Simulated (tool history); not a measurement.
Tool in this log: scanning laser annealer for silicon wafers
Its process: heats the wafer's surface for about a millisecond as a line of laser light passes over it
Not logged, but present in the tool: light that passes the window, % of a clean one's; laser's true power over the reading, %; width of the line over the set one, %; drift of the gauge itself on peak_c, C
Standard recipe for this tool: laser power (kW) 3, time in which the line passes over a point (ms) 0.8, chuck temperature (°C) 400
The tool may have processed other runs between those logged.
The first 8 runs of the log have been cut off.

run	day	laser power (kW)	time in which the line passes over a point (ms)	chuck temperature (°C)	hours of work since the window was cleaned	hours of work since the power meter was calibrated	hours of work since the optics were aligned	highest temperature of the surface (°C)
9	11.333	3	0.8	434	133	856	612	1190
10	13.067	2.963	0.8	400	154	878	634	1149
11	14.625	3	0.8	375	174	897	654	1128
12	15.867	3	0.8	375	190	913	669	1127
13	17.375	3	0.579	375	209	932	688	1031
14	18.908	3.192	0.579	375	228	951	708	1063
15	20.558	3	0.793	400	249	972	729	1139
# day 21.842: optics aligned, line set to its width
16	22.175	3	0.8	394	267	990	4	1156
17	23.838	3	0.8	394	288	1011	25	1152
# day 24.1: laser's power meter calibrated
18	25.375	2.951	0.8	400	306	16	43	1147
19	26.804	2.951	0.8	400	324	34	61	1151
20	27.846	2.951	0.806	400	337	47	74	1151
21	29.362	2.732	0.608	365	356	66	93	985
# day 30.179: laser's power meter calibrated, once more
22	31.238	2.732	0.608	365	378	13	115	976
23	32.067	3.295	0.776	433	388	24	126	1237
24	32.867	3.124	0.8	388	398	34	136	1167
25	33.775	3.274	0.8	388	410	45	147	1201
26	35.246	3.274	0.8	388	428	64	166	1200
27	36.971	3.274	0.8	388	450	86	188	1194
28	38.842	2.957	0.8	401	474	109	211	1136

For run 29, what comes out?
29	40.488	2.618	0.638	376	495	130	232	?

highest temperature of the surface (°C): 971
With no hidden state in the tool, this same run would have given highest temperature of the surface (°C) 997.
